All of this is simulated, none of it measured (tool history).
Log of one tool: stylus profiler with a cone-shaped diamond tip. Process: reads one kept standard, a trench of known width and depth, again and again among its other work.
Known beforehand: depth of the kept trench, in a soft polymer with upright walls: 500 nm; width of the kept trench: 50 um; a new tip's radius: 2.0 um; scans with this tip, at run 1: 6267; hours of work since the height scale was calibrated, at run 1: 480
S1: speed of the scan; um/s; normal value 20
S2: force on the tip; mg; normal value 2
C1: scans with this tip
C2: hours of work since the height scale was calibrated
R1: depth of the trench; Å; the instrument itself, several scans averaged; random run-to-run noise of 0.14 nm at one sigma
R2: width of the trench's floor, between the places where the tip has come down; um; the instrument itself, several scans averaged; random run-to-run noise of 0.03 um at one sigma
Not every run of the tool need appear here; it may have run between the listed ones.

run,hour,S1,S2,C1,C2,R1,R2
1,0,20,2,6267,480,5024.5,46.21
2,30.1,20,2,6447,494,5026.6,46.15
3,48.4,20,2,6556,502,5027.4,46.17
4,68.9,20,2,6679,512,5025.7,46.19
5,90.8,20,2,6809,522,5025.7,46.13
6,119.1,20,2,6979,535,5022.3,46.14
7,152.4,20,2,7177,550,5022.1,46.08
8,176.9,20,2,7324,561,5025.3,46.12
# hour 180.7: height scale calibrated on a step standard
9,193.7,20,2,7421,6,5021.3,46.06
10,221.7,20,1.31,7588,19,5009.9,46.03
# hour 241.7: height scale calibrated on a step standard, once more
11,258.5,20,2,7805,8,5031.6,45.99
12,281.9,20,2,7944,18,5029.7,45.99
13,309.3,24,0.74,8108,31,5016.6,45.84
14,341.8,24,0.74,8302,46,5016.7,45.85
15,376.6,20,3.47,8510,62,5046.9,45.96
16,395.7,14,4.06,8624,70,5052.3,46
17,428.6,63,1.07,8820,85,5017.4,45.42
18,447.1,63,1.07,8931,94,5018.1,45.47
19,467.7,63,1.07,9054,103,5019.4,45.45
20,496.3,35,2.41,9224,116,5038.6,45.75
21,523.5,10,0.91,9387,129,5019.6,45.81
22,538.9,10,0.91,9479,136,5015.6,45.84
23,561.2,23,1.34,9612,146,5021.6,45.7
24,587.3,23,1.34,9767,158,5019.9,45.69

3 options for the next run, each taken on its own from the tool as it stands now. Forecast them:
A,609.8,6,3,9902,168,?,?
B,609.8,23,1.1,9902,168,?,?
C,609.8,31,3.34,9902,168,?,?

run,R1,R2
A,5040.5,45.79
B,5017.2,45.69
C,5044,45.67
Stripped of hidden state, with their random variation kept, the same runs would have yielded:
run,R1,R2
A,5045.3,47.28
B,5021.9,47.18
C,5048.8,47.16

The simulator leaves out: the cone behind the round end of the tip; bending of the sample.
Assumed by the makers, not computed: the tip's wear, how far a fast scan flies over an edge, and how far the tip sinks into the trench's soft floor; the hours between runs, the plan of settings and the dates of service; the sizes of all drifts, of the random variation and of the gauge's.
